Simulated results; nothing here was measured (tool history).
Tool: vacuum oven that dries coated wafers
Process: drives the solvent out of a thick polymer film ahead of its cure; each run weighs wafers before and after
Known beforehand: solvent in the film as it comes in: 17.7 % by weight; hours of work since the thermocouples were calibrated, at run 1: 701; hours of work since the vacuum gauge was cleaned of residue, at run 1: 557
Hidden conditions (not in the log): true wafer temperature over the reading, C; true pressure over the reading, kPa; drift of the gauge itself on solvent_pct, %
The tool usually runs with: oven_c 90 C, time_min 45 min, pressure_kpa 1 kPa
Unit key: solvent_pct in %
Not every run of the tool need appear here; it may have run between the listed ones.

run   hour  oven_c  time_min  pressure_kpa  hours of work since the thermocouples were calibrated  hours of work since the vacuum gauge was cleaned of residue  solvent_pct
  1      0      90        45             1                                                    701                                                          557         1.67
  2     34      90        45             1                                                    727                                                          584         1.61
  3     78      99        45             1                                                    762                                                          618         0.93
  4  105.3      90        45             1                                                    783                                                          639         1.68
  5  136.7      90        45             1                                                    808                                                          664          1.6
  6  181.1      90        45             1                                                    843                                                          699          1.6
  7  223.5      90        45             1                                                    876                                                          732          1.7
  8  245.7      90        45             1                                                    893                                                          750         1.73
  9  274.9      90        45             1                                                    916                                                          772         1.71
     278.8  -- vacuum gauge cleaned of residue and calibrated
 10  320.1      90        45             1                                                    951                                                           32         1.81
 11  359.7      90        45             1                                                    982                                                           63         1.78
 12  397.6      90        45             1                                                   1011                                                           93         1.74
 13  422.5      90        45             1                                                   1031                                                          113         1.71
 14  457.7      90        45             1                                                   1058                                                          140         1.85
     469.9  -- oven's thermocouples calibrated
 15  498.6      90        45             1                                                     23                                                          171         2.14
 16  528.8      90        45             1                                                     46                                                          194         2.03
     533.4  -- vacuum gauge cleaned of residue and calibrated, once more
 17  571.5      90        73          1.31                                                     78                                                           30         1.43
 18  607.8      86        46           1.1                                                    107                                                           58         2.34
 19  651.1      86        46           1.1                                                    141                                                           92         2.38
 20  695.4      86        46           1.1                                                    176                                                          127         2.28
 21    735      83        45          0.76                                                    207                                                          158         2.64
 22  773.1      83        45          1.41                                                    237                                                          188         3.42
 23  797.2      83        45          1.41                                                    255                                                          207          3.4
 24  835.4      83        45          1.41                                                    285                                                          237         3.43
 25  866.9      94        45             1                                                    310                                                          261         1.21
 26  892.7      94        45             1                                                    330                                                          282          1.2
 27  920.5      94        45             1                                                    352                                                          303         1.15
 28  965.2      94        45             1                                                    387                                                          339         1.24
 29  993.3      92        26             1                                                    409                                                          361         2.79

Predict each of these 5 candidate next runs independently; none follows another, all start after run 29:
  A  1037.3      90        72          1.56                                                    444                                                          395            ?
  B  1037.3      90        67             1                                                    444                                                          395            ?
  C  1037.3      90        39          1.92                                                    444                                                          395            ?
  D  1037.3      96        26          3.12                                                    444                                                          395            ?
  E  1037.3      82        23          2.05                                                    444                                                          395            ?

run  solvent_pct
  A         1.71
  B         1.26
  C         2.91
  D         3.72
  E          7.1
Without the tool's hidden state the same runs would have given:
run  solvent_pct
  A         1.63
  B         1.18
  C         2.92
  D         3.77
  E          7.2

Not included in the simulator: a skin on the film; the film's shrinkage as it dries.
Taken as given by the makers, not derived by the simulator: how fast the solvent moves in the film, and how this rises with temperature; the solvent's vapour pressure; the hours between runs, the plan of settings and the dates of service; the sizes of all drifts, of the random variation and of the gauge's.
